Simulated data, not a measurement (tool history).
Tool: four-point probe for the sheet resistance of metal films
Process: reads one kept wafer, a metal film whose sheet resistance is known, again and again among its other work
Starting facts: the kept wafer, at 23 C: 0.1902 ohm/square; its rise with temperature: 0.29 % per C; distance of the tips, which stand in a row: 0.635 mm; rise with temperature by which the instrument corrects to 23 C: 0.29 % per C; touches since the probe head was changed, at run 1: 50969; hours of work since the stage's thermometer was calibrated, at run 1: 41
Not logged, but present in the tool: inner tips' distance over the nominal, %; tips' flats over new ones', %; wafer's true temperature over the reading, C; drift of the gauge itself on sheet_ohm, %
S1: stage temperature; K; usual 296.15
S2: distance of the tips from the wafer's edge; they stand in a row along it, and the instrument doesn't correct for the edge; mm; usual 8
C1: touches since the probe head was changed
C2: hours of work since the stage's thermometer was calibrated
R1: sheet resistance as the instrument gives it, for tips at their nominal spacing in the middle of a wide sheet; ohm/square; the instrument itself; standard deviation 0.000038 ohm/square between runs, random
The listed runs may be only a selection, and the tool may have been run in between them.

run	hour	S1	S2	C1	C2	R1
1	0	296.15	8	50969	41	0.190878
2	21.6	296.15	8	51693	55	0.19086
3	34.3	302.15	8	52119	64	0.190792
4	53.1	302.15	8	52749	76	0.190733
5	70.3	304.15	8	53322	88	0.190731
6	85.8	304.15	8	53843	98	0.19078
7	107.4	304.15	8	54567	113	0.190751
8	128	304.15	8	55257	127	0.190725
9	147.1	304.15	8	55895	139	0.190754
10	156.9	302.15	26	56226	146	0.190171
11	176.2	296.15	4	56872	159	0.192721
12	188.4	301.15	69	57279	167	0.190153
13	201.2	292.15	9	57708	176	0.190761
14	211.4	292.15	9	58049	183	0.19073
15	223.7	302.15	5	58463	191	0.191748

Forecast each of these 5 alternatives for the next run:
A	244.8	307.15	40	59169	205	?
B	244.8	294.15	16	59169	205	?
C	244.8	298.15	4	59169	205	?
D	244.8	308.15	21	59169	205	?
E	244.8	300.15	25	59169	205	?

run	R1
A	0.190071
B	0.190417
C	0.192725
D	0.190265
E	0.190213
Had the tool no hidden state, the same runs would have come out as:
run	R1
A	0.190081
B	0.190428
C	0.192735
D	0.190275
E	0.190223

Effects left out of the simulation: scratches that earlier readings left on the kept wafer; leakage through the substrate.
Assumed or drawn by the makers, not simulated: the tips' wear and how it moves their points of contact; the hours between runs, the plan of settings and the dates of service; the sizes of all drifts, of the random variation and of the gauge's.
